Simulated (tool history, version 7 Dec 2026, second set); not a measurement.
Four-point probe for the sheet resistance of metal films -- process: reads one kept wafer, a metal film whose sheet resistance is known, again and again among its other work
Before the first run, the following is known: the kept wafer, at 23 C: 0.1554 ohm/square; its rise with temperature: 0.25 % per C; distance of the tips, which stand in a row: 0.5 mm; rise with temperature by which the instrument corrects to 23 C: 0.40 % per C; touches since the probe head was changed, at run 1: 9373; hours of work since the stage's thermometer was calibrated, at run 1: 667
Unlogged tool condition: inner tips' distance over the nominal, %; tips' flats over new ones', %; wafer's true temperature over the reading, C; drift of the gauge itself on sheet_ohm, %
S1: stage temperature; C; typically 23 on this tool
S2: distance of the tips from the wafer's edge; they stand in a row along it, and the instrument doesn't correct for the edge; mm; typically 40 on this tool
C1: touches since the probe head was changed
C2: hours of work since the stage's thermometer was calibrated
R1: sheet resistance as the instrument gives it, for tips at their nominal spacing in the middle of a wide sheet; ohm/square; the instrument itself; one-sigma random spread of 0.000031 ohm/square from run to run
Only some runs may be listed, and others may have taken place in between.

run 1 hour=0 | S1=23 S2=40 | C1=9373 C2=667 | R1=0.155923
run 2 hour=45.9 | S1=23 S2=40 | C1=10189 C2=687 | R1=0.15588
run 3 hour=103.8 | S1=23 S2=40 | C1=11216 C2=711 | R1=0.155875
run 4 hour=137.3 | S1=23 S2=40 | C1=11812 C2=725 | R1=0.155917
run 5 hour=176 | S1=23 S2=40 | C1=12498 C2=741 | R1=0.155922
run 6 hour=220.3 | S1=23 S2=40 | C1=13286 C2=760 | R1=0.155938
run 7 hour=260.5 | S1=25 S2=40 | C1=13999 C2=777 | R1=0.155509
run 8 hour=312.8 | S1=25 S2=9 | C1=14928 C2=798 | R1=0.155728
run 9 hour=345.7 | S1=19 S2=40 | C1=15513 C2=812 | R1=0.156926
-- hour=349.9 stage's thermometer calibrated
run 10 hour=370.8 | S1=19 S2=40 | C1=15950 C2=9 | R1=0.15683
run 11 hour=410 | S1=19 S2=17 | C1=16646 C2=25 | R1=0.156876
run 12 hour=436.3 | S1=26 S2=5 | C1=17114 C2=36 | R1=0.15618
run 13 hour=478 | S1=28 S2=7 | C1=17853 C2=54 | R1=0.155238
run 14 hour=522.6 | S1=19 S2=28 | C1=18646 C2=72 | R1=0.156887
run 15 hour=546.6 | S1=19 S2=28 | C1=19072 C2=82 | R1=0.156905
run 16 hour=597.4 | S1=30 S2=3 | C1=19974 C2=104 | R1=0.156711
-- hour=614.4 stage's thermometer calibrated, once more
run 17 hour=651.6 | S1=30 S2=3 | C1=20928 C2=16 | R1=0.156664
run 18 hour=678.9 | S1=26 S2=4 | C1=21414 C2=27 | R1=0.156554

Below, each run's measurement less what the same run would have read without the hidden state. Both values contain the same run-to-run variation, but the gauge's scatter may not be the same in both:
run=1 R1=+0.000479
run=2 R1=+0.000484
run=3 R1=+0.000492
run=4 R1=+0.000497
run=5 R1=+0.000503
run=6 R1=+0.00051
run=7 R1=+0.000513
run=8 R1=+0.000522
run=9 R1=+0.000531
run=10 R1=+0.000541
run=11 R1=+0.000547
run=12 R1=+0.000548
run=13 R1=+0.00055
run=14 R1=+0.000564
run=15 R1=+0.000567
run=16 R1=+0.000572
run=17 R1=+0.000537
run=18 R1=+0.000541
